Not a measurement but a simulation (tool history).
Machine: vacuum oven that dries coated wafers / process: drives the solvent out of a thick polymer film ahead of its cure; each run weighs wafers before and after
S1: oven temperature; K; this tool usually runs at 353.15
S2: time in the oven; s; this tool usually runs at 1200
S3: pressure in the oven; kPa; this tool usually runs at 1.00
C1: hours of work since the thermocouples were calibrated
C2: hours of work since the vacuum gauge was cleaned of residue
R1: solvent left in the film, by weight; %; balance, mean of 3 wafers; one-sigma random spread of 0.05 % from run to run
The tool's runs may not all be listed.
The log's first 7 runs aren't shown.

Run 8, hour 321.8: usual settings; C1 79; C2 1415. Result: R1 1.02 %.
Run 9, hour 386.7: usual settings; C1 129; C2 1465. Result: R1 1.14 %.
Run 10, hour 422.7: usual settings but S2 960 s; C1 157; C2 1493. Result: R1 1.52 %.
Run 11, hour 470.7: usual settings; C1 194; C2 1530. Result: R1 1.20 %.
Run 12, hour 499.7: usual settings but S3 1.61 kPa; C1 216; C2 1552. Result: R1 1.42 %.
Run 13, hour 536.7: usual settings but S3 1.61 kPa; C1 244; C2 1580. Result: R1 1.44 %.
Run 14, hour 576.6: usual settings but S3 1.61 kPa; C1 275; C2 1611. Result: R1 1.57 %.
Run 15, hour 641.5: usual settings but S2 1260 s; C1 325; C2 1661. Result: R1 1.08 %.
Run 16, hour 704.1: usual settings but S2 1260 s; C1 373; C2 1709. Result: R1 1.09 %.
Run 17, hour 733.0: usual settings but S1 347.15 K, S2 660 s, S3 0.73 kPa; C1 395; C2 1732. Result: R1 3.52 %.
Run 18, hour 773.3: usual settings but S1 355.15 K, S2 1320 s, S3 0.83 kPa; C1 427; C2 1763. Result: R1 0.84 %.
Run 19, hour 804.6: usual settings but S1 351.15 K, S2 660 s, S3 0.96 kPa; C1 451; C2 1787. Result: R1 2.86 %.
Run 20, hour 849.7: usual settings but S2 660 s, S3 2.19 kPa; C1 485; C2 1821. Result: R1 3.15 %.
Run 21, hour 888.7: usual settings but S2 660 s, S3 2.19 kPa; C1 515; C2 1851. Result: R1 3.01 %.
Run 22, hour 928.2: usual settings but S1 363.15 K, S2 1140 s, S3 0.56 kPa; C1 546; C2 1882. Result: R1 0.52 %.
Run 23, hour 990.2: usual settings but S1 357.15 K, S2 1080 s; C1 593; C2 1929. Result: R1 1.02 %.
Run 24, hour 1032.0: usual settings but S1 357.15 K, S2 1080 s; C1 626; C2 1962. Result: R1 1.03 %.
Run 25, hour 1079.6: usual settings but S1 357.15 K, S2 1380 s, S3 0.53 kPa; C1 662; C2 1998. Result: R1 0.68 %.
Run 26, hour 1143.2: usual settings but S1 357.15 K, S2 1380 s, S3 0.53 kPa; C1 711; C2 2047. Result: R1 0.69 %.
Run 27, hour 1202.5: usual settings but S1 357.15 K, S2 1380 s, S3 0.53 kPa; C1 757; C2 2093. Result: R1 0.71 %.
At hour 1210.2: oven's thermocouples calibrated.
Run 28, hour 1239.7: usual settings but S1 355.15 K, S2 1080 s, S3 1.94 kPa; C1 23; C2 2120. Result: R1 1.63 %.
Run 29, hour 1284.1: usual settings but S1 355.15 K, S2 1080 s, S3 1.94 kPa; C1 57; C2 2154. Result: R1 1.61 %.
Run 30, hour 1312.7: usual settings but S2 900 s, S3 1.61 kPa; C1 79; C2 2176. Result: R1 2.09 %.
Run 31, hour 1352.9: usual settings but S2 900 s, S3 1.61 kPa; C1 110; C2 2207. Result: R1 2.05 %.

Each row is a separate what-if for the run after 31, all from the same tool condition, not one after another. Results?
Run A, hour 1420.7: usual settings but S1 346.15 K, S3 0.97 kPa; C1 162; C2 2259. Result: R1 ?.
Run B, hour 1420.7: usual settings but S1 366.15 K, S2 1800 s, S3 0.55 kPa; C1 162; C2 2259. Result: R1 ?.
Run C, hour 1420.7: usual settings but S1 363.15 K; C1 162; C2 2259. Result: R1 ?.

run    R1
  A  2.30
  B  0.44
  C  0.71
Stripped of hidden state, with their random variation kept, the same runs would have yielded:
run    R1
  A  1.66
  B  0.15
  C  0.38
